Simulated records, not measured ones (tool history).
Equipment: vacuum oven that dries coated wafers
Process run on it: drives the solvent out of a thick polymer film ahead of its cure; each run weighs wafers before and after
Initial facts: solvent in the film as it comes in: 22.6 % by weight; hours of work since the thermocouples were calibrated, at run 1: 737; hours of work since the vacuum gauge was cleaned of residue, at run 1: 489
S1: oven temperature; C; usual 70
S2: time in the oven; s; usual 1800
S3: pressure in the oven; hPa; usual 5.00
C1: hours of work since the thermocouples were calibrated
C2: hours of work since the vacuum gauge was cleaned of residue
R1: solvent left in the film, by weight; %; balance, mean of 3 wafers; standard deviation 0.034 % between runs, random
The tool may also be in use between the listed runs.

run     day  S1    S2     S3   C1    C2    R1
  1   0.000  70  1800   5.00  737   489  1.78
  2   1.546  70  1800   5.00  752   504  1.80
  3   2.571  70  1800   5.00  762   514  1.80
  4   3.392  70  1800   5.00  770   522  1.80
  5   4.604  70  1800   5.00  782   534  1.84
  6   5.283  70  1800  10.51  788   540  2.12
  7   6.767  70  1800   5.07  803   554  1.92
  8   7.900  70  1800   5.07  814   565  1.83
  9   9.021  70  1800   5.07  824   576  1.86
 10  10.112  70  1800   5.07  835   587  1.88
 11  11.142  70  1140   5.00  845   597  4.07
 12  12.108  77  1800   5.00  854   606  0.83
 13  12.779  77  1800   5.00  861   613  0.80
 14  13.575  77  1800   5.00  868   620  0.85
 15  14.288  77  1800   5.00  875   627  0.85
 16  15.708  77  1800   5.00  889   641  0.78
 17  17.192  70  1800   5.00  903   655  1.81
 18  18.112  70  1800   5.00  912   664  1.94
 19  19.546  70  1800   5.00  926   678  1.93
 20  20.871  70  1800   5.00  939   691  2.01
     21.025  -- oven's thermocouples calibrated
 21  22.175  70  1800   5.00   11   702  1.98
 22  22.917  70  1800   5.00   18   710  1.97
 23  24.142  70  1800   5.00   30   722  1.99
 24  25.500  70  1800   5.00   43   735  2.01
 25  26.683  70  3180   3.79   55   746  0.63
     27.288  -- oven's thermocouples calibrated, once more
 26  28.212  72  1980   5.95    9   760  1.01
 27  29.550  59  3000   4.38   22   773  1.93
 28  30.312  59  3000   7.89   29   780  2.23
 29  31.521  73  1800   5.00   41   792  1.06
 30  32.675  66  2280   7.01   52   803  1.58
 31  33.500  66  2280   7.01   60   811  1.68
 32  34.329  66  3240   7.52   68   819  0.96
 33  35.088  69  1800   5.00   75   826  1.73
 34  36.371  69  1800   5.00   88   839  1.74
 35  37.871  76  3060   9.94  102   853  0.62
 36  39.129  73  2940   9.94  114   866  0.72
 37  40.579  70  1800   3.97  128   880  1.56
 38  42.129  70  2040   3.49  143   895  1.11
 39  43.325  70  1800  11.32  155   906  1.90
 40  44.746  83  3120  15.40  169   920  0.59
 41  46.258  70  2760  19.48  183   934  1.49
 42  47.629  70  2760  19.48  197   948  1.52
 43  48.400  70  1260   5.00  204   955  3.11
 44  49.321  84  1920   4.80  213   964  0.31
 45  50.242  84  1920   4.80  222   973  0.28
 46  51.171  84  1920   4.80  231   982  0.30
 47  52.704  84  1920   4.80  246   997  0.32
 48  53.888  70  2220   9.32  257  1008  1.28

Forecast each of these 3 alternatives for the next run:
  A  54.971  72  2220  13.64  268  1019   ?
  B  54.971  78  1500   5.00  268  1019   ?
  C  54.971  66  1800  10.64  268  1019   ?

run    R1
  A  1.30
  B  1.02
  C  2.89
What these runs would have given with no unlogged condition in the tool:
run    R1
  A  1.09
  B  0.84
  C  2.57
